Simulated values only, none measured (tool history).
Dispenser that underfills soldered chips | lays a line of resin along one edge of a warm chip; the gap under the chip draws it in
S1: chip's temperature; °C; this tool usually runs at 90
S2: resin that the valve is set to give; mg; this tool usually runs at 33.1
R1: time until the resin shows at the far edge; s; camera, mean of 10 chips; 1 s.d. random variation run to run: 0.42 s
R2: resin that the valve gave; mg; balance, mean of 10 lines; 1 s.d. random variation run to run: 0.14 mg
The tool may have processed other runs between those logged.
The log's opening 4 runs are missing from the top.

run	day	S1	S2	R1	R2
5	1.362	90	33.1	44.7	30.25
# day 1.546: new syringe of resin
6	1.733	90	33.1	33.9	29.82
7	2.088	90	33.1	48.9	29.9
# day 2.2: new syringe of resin
8	2.433	90	33.1	36.1	29.8
9	2.642	90	32.1	43.6	28.37
# day 2.875: new syringe of resin
10	2.942	90	32.1	30.4	28.67
# day 3.05: dispensing valve cleaned and set on the balance
11	3.362	90	32.1	42.6	32
# day 3.579: new syringe of resin
12	3.658	103	33.1	17.1	33.07
13	4.1	94	33.1	39	32.6
# day 4.238: new syringe of resin
14	4.55	94	33.1	32.5	32.44
# day 4.896: new syringe of resin
15	4.979	94	33.1	25.8	32.61
16	5.379	94	33.1	36.6	32.2
# day 5.55: new syringe of resin
17	5.708	94	33.1	27.3	32.06
18	5.996	94	33.1	36.2	32.05
# day 6.242: new syringe of resin
19	6.346	103	38.3	17.7	36.51
20	6.592	79	31.4	62.2	30.18
# day 6.908: new syringe of resin
21	7.017	85	29.4	38.8	27.86
22	7.308	85	29.4	52.3	27.83
# day 7.579: new syringe of resin
23	7.775	102	37.5	20	35.08
# day 8.238: new syringe of resin
24	8.238	88	37.5	29.1	35.23
25	8.654	88	37.5	43.8	34.92

Run 26 comes next. What will it give?
# day 8.9: new syringe of resin
26	9.117	88	38.8	?	?

{"run 26": {"R1": 35.2, "R2": 36.01}}
Minus the tool's unlogged condition, the same run would have read R1 30.8 s, R2 38.96 mg.
